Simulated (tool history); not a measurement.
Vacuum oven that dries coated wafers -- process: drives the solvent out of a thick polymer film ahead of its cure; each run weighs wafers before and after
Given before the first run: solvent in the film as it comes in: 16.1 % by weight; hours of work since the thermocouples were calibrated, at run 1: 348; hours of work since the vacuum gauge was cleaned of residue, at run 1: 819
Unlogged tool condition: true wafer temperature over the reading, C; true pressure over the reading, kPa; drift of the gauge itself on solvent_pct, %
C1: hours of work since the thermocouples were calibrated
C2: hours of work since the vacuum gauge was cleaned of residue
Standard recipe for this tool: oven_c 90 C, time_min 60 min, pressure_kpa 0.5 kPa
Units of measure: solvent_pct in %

{"run": 1, "hour": 0.0, "oven_c": 90, "time_min": 60, "pressure_kpa": 0.5, "C1": 348, "C2": 819, "solvent_pct": 1.17}
{"run": 2, "hour": 51.8, "oven_c": 90, "time_min": 89, "pressure_kpa": 0.5, "C1": 377, "C2": 848, "solvent_pct": 0.6}
{"run": 3, "hour": 108.3, "oven_c": 90, "time_min": 89, "pressure_kpa": 0.5, "C1": 409, "C2": 879, "solvent_pct": 0.71}
{"run": 4, "hour": 184.8, "oven_c": 90, "time_min": 89, "pressure_kpa": 0.5, "C1": 452, "C2": 922, "solvent_pct": 0.69}
{"run": 5, "hour": 293.5, "oven_c": 90, "time_min": 89, "pressure_kpa": 0.5, "C1": 513, "C2": 983, "solvent_pct": 0.69}
{"run": 6, "hour": 380.0, "oven_c": 90, "time_min": 89, "pressure_kpa": 0.5, "C1": 561, "C2": 1032, "solvent_pct": 0.77}
{"run": 7, "hour": 455.6, "oven_c": 90, "time_min": 60, "pressure_kpa": 0.5, "C1": 604, "C2": 1074, "solvent_pct": 1.23}
{"run": 8, "hour": 522.7, "oven_c": 90, "time_min": 60, "pressure_kpa": 0.337, "C1": 641, "C2": 1112, "solvent_pct": 1.16}
{"run": 9, "hour": 616.8, "oven_c": 86, "time_min": 60, "pressure_kpa": 0.337, "C1": 694, "C2": 1164, "solvent_pct": 1.76}
{"run": 10, "hour": 707.3, "oven_c": 87, "time_min": 32, "pressure_kpa": 0.87, "C1": 745, "C2": 1215, "solvent_pct": 4.12}
{"run": 11, "hour": 782.7, "oven_c": 103, "time_min": 62, "pressure_kpa": 1.633, "C1": 787, "C2": 1257, "solvent_pct": 0.87}
{"run": 12, "hour": 876.7, "oven_c": 99, "time_min": 46, "pressure_kpa": 1.586, "C1": 840, "C2": 1310, "solvent_pct": 1.24}
{"run": 13, "hour": 953.0, "oven_c": 99, "time_min": 93, "pressure_kpa": 0.343, "C1": 882, "C2": 1353, "solvent_pct": 0.4}

5 ways to go on from here, each from the tool as it stands after run 13. What would each give?
{"run": "A", "hour": 1063.3, "oven_c": 99, "time_min": 93, "pressure_kpa": 1.591, "C1": 944, "C2": 1415, "solvent_pct": "?"}
{"run": "B", "hour": 1063.3, "oven_c": 93, "time_min": 93, "pressure_kpa": 0.343, "C1": 944, "C2": 1415, "solvent_pct": "?"}
{"run": "C", "hour": 1063.3, "oven_c": 105, "time_min": 44, "pressure_kpa": 0.821, "C1": 944, "C2": 1415, "solvent_pct": "?"}
{"run": "D", "hour": 1063.3, "oven_c": 84, "time_min": 69, "pressure_kpa": 0.5, "C1": 944, "C2": 1415, "solvent_pct": "?"}
{"run": "E", "hour": 1063.3, "oven_c": 79, "time_min": 35, "pressure_kpa": 0.343, "C1": 944, "C2": 1415, "solvent_pct": "?"}

run=A solvent_pct=0.96
run=B solvent_pct=0.57
run=C solvent_pct=0.6
run=D solvent_pct=1.99
run=E solvent_pct=6.01
Take away the tool's hidden state, keep each run's random variation, and the runs would have read:
run=A solvent_pct=0.69
run=B solvent_pct=0.25
run=C solvent_pct=0.38
run=D solvent_pct=1.46
run=E solvent_pct=5.44
